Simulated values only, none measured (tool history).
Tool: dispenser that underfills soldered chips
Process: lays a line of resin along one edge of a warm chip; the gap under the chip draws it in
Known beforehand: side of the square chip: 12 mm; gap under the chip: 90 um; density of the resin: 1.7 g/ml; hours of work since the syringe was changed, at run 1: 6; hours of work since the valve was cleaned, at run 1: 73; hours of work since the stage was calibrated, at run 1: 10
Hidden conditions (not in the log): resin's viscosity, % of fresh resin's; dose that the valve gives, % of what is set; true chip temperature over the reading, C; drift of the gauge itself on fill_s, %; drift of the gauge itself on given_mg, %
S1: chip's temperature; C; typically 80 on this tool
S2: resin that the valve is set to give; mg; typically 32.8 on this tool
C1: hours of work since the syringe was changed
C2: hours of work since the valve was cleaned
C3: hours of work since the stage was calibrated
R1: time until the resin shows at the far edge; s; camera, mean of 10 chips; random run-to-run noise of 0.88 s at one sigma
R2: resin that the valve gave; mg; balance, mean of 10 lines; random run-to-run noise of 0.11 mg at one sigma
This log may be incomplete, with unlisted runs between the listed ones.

{"run": 1, "day": 0.0, "S1": 80, "S2": 32.8, "C1": 6, "C2": 73, "C3": 10, "R1": 140.7, "R2": 31.77}
{"day": 0.108, "done": "new syringe of resin"}
{"run": 2, "day": 0.488, "S1": 80, "S2": 32.8, "C1": 6, "C2": 80, "C3": 17, "R1": 130.5, "R2": 31.48}
{"day": 0.65, "done": "new syringe of resin"}
{"run": 3, "day": 0.817, "S1": 80, "S2": 37.2, "C1": 2, "C2": 84, "C3": 22, "R1": 98.8, "R2": 35.86}
{"day": 1.175, "done": "dispensing valve cleaned and set on the balance"}
{"day": 1.258, "done": "new syringe of resin"}
{"run": 4, "day": 1.417, "S1": 77, "S2": 32.8, "C1": 2, "C2": 3, "C3": 30, "R1": 110.2, "R2": 32.62}
{"day": 1.808, "done": "new syringe of resin"}
{"run": 5, "day": 1.85, "S1": 77, "S2": 32.8, "C1": 1, "C2": 9, "C3": 36, "R1": 96.5, "R2": 32.72}
{"run": 6, "day": 2.167, "S1": 77, "S2": 32.8, "C1": 5, "C2": 14, "C3": 40, "R1": 136.6, "R2": 32.64}
{"day": 2.379, "done": "new syringe of resin"}
{"run": 7, "day": 2.575, "S1": 77, "S2": 32.8, "C1": 3, "C2": 20, "C3": 46, "R1": 116.5, "R2": 32.4}
{"run": 8, "day": 2.846, "S1": 77, "S2": 32.8, "C1": 7, "C2": 24, "C3": 50, "R1": 156.7, "R2": 32.44}
{"day": 2.933, "done": "new syringe of resin"}
{"run": 9, "day": 3.221, "S1": 85, "S2": 33, "C1": 4, "C2": 29, "C3": 55, "R1": 95.3, "R2": 32.56}
{"day": 3.479, "done": "new syringe of resin"}
{"run": 10, "day": 3.575, "S1": 70, "S2": 39.8, "C1": 1, "C2": 34, "C3": 60, "R1": 132.4, "R2": 39.15}

Forecast each of these 4 alternatives for the next run:
{"day": 4.025, "done": "new syringe of resin"}
{"run": "A", "day": 4.025, "S1": 77, "S2": 33.3, "C1": 0, "C2": 40, "C3": 67, "R1": "?", "R2": "?"}
{"day": 4.025, "done": "new syringe of resin"}
{"run": "B", "day": 4.025, "S1": 80, "S2": 32.9, "C1": 0, "C2": 40, "C3": 67, "R1": "?", "R2": "?"}
{"day": 4.025, "done": "new syringe of resin"}
{"run": "C", "day": 4.025, "S1": 84, "S2": 30.7, "C1": 0, "C2": 40, "C3": 67, "R1": "?", "R2": "?"}
{"day": 4.025, "done": "new syringe of resin"}
{"run": "D", "day": 4.025, "S1": 83, "S2": 32.8, "C1": 0, "C2": 40, "C3": 67, "R1": "?", "R2": "?"}

run=A R1=90.6 R2=32.59
run=B R1=81.8 R2=32.21
run=C R1=70.4 R2=30.16
run=D R1=72.5 R2=32.15
Had the tool no hidden state, the same runs would have come out as:
run=A R1=92.1 R2=33.23
run=B R1=83.1 R2=32.84
run=C R1=71.4 R2=30.75
run=D R1=73.7 R2=32.78
